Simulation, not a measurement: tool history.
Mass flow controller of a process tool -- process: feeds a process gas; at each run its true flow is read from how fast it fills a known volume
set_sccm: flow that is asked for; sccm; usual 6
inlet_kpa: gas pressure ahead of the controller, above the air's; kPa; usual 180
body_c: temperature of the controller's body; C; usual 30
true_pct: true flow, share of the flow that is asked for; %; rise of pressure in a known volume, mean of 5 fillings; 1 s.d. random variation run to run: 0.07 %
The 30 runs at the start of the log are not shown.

{"run": 31, "hour": 1757.8, "set_sccm": 6, "inlet_kpa": 180, "body_c": 33, "true_pct": 97.67}
{"run": 32, "hour": 1804.6, "set_sccm": 6, "inlet_kpa": 180, "body_c": 33, "true_pct": 97.76}
{"run": 33, "hour": 1852.1, "set_sccm": 6, "inlet_kpa": 180, "body_c": 33, "true_pct": 97.7}
{"run": 34, "hour": 1911.9, "set_sccm": 6, "inlet_kpa": 180, "body_c": 37, "true_pct": 97.83}
{"run": 35, "hour": 1977.2, "set_sccm": 6, "inlet_kpa": 180, "body_c": 37, "true_pct": 97.79}
{"run": 36, "hour": 2037.2, "set_sccm": 6, "inlet_kpa": 180, "body_c": 37, "true_pct": 97.75}
{"run": 37, "hour": 2077.0, "set_sccm": 5, "inlet_kpa": 235, "body_c": 38, "true_pct": 97.22}
{"run": 38, "hour": 2128.0, "set_sccm": 3, "inlet_kpa": 180, "body_c": 37, "true_pct": 97.23}
{"run": 39, "hour": 2194.7, "set_sccm": 3, "inlet_kpa": 184, "body_c": 21, "true_pct": 96.27}
{"run": 40, "hour": 2249.5, "set_sccm": 2, "inlet_kpa": 214, "body_c": 27, "true_pct": 96.0}
{"run": 41, "hour": 2314.6, "set_sccm": 2, "inlet_kpa": 214, "body_c": 27, "true_pct": 95.96}
{"run": 42, "hour": 2348.3, "set_sccm": 2, "inlet_kpa": 214, "body_c": 27, "true_pct": 95.94}
{"run": 43, "hour": 2405.9, "set_sccm": 18, "inlet_kpa": 219, "body_c": 40, "true_pct": 98.39}

Branching from run 43: 4 alternative next runs. What would each branch give?
{"run": "A", "hour": 2483.3, "set_sccm": 18, "inlet_kpa": 219, "body_c": 24, "true_pct": "?"}
{"run": "B", "hour": 2483.3, "set_sccm": 8, "inlet_kpa": 219, "body_c": 33, "true_pct": "?"}
{"run": "C", "hour": 2483.3, "set_sccm": 8, "inlet_kpa": 234, "body_c": 38, "true_pct": "?"}
{"run": "D", "hour": 2483.3, "set_sccm": 6, "inlet_kpa": 183, "body_c": 38, "true_pct": "?"}

run=A true_pct=97.49
run=B true_pct=97.13
run=C true_pct=97.24
run=D true_pct=97.50
With the hidden condition removed and each run's random variation left untouched, the same runs would have given:
run=A true_pct=99.59
run=B true_pct=99.38
run=C true_pct=99.49
run=D true_pct=99.83
